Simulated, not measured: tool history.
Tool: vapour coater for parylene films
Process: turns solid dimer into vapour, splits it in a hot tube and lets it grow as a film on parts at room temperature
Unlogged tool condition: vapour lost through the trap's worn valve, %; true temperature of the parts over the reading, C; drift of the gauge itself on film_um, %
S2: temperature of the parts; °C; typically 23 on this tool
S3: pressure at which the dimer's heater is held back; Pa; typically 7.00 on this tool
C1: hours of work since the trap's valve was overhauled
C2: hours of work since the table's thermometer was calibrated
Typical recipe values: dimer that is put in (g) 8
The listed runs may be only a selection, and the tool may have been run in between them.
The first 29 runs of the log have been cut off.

Run 30, hour 1455.8: usual settings but dimer that is put in (g) 11, S2 34 °C, S3 6.33 Pa; C1 232; C2 300. Result: thickness of the film (um) 1.56.
At hour 1473.2: trap's valve overhauled.
Run 31, hour 1529.4: usual settings but dimer that is put in (g) 11, S2 20 °C; C1 51; C2 363. Result: thickness of the film (um) 2.86.
Run 32, hour 1578.2: usual settings but dimer that is put in (g) 4, S2 15 °C, S3 7.33 Pa; C1 94; C2 407. Result: thickness of the film (um) 1.25.
Run 33, hour 1634.2: usual settings but dimer that is put in (g) 7, S2 34 °C, S3 7.74 Pa; C1 145; C2 457. Result: thickness of the film (um) 0.96.
Run 34, hour 1695.7: usual settings but dimer that is put in (g) 14, S3 8.02 Pa; C1 200; C2 513. Result: thickness of the film (um) 3.02.
At hour 1747.7: trap's valve overhauled.
Run 35, hour 1747.7: usual settings but dimer that is put in (g) 4, S3 7.84 Pa; C1 0; C2 556. Result: thickness of the film (um) 0.90.
Run 36, hour 1782.8: usual settings but S2 20 °C, S3 10.79 Pa; C1 32; C2 588. Result: thickness of the film (um) 2.01.
Run 37, hour 1851.8: usual settings but dimer that is put in (g) 10, S2 34 °C; C1 94; C2 650. Result: thickness of the film (um) 1.41.
Run 38, hour 1888.6: usual settings but dimer that is put in (g) 10, S2 34 °C; C1 127; C2 683. Result: thickness of the film (um) 1.46.
Run 39, hour 1944.7: usual settings but dimer that is put in (g) 13, S2 29 °C, S3 9.19 Pa; C1 177; C2 733. Result: thickness of the film (um) 2.25.
Run 40, hour 2006.4: usual settings but dimer that is put in (g) 4, S2 29 °C, S3 5.52 Pa; C1 233; C2 789. Result: thickness of the film (um) 0.70.
At hour 2025.4: trap's valve overhauled.
Run 41, hour 2050.0: usual settings but dimer that is put in (g) 9, S2 29 °C, S3 5.69 Pa; C1 22; C2 824. Result: thickness of the film (um) 1.67.
Run 42, hour 2087.3: usual settings but dimer that is put in (g) 9, S2 18 °C, S3 8.70 Pa; C1 56; C2 858. Result: thickness of the film (um) 2.47.
Run 43, hour 2153.2: usual settings but dimer that is put in (g) 9, S2 18 °C, S3 8.70 Pa; C1 115; C2 917. Result: thickness of the film (um) 2.43.
Run 44, hour 2198.9: usual settings but dimer that is put in (g) 4, S2 28 °C; C1 156; C2 958. Result: thickness of the film (um) 0.73.
Run 45, hour 2242.0: usual settings but dimer that is put in (g) 13, S2 27 °C, S3 9.07 Pa; C1 195; C2 997. Result: thickness of the film (um) 2.33.
At hour 2277.4: table's thermometer calibrated.
At hour 2301.1: trap's valve overhauled.
Run 46, hour 2302.6: usual settings but dimer that is put in (g) 4, S2 27 °C, S3 9.82 Pa; C1 1; C2 19. Result: thickness of the film (um) 0.75.

What if the next run were any one of these 3? Each begins from the tool's condition after run 46:
Run A, hour 2346.9: usual settings but dimer that is put in (g) 5; C1 41; C2 59. Result: thickness of the film (um) ?.
Run B, hour 2346.9: usual settings but S3 8.79 Pa; C1 41; C2 59. Result: thickness of the film (um) ?.
Run C, hour 2346.9: usual settings but dimer that is put in (g) 11, S3 10.57 Pa; C1 41; C2 59. Result: thickness of the film (um) ?.

run  thickness of the film (um)
  A                        1.16
  B                        1.85
  C                        2.46
Without the tool's hidden state the same runs would have given:
run  thickness of the film (um)
  A                        1.17
  B                        1.88
  C                        2.50
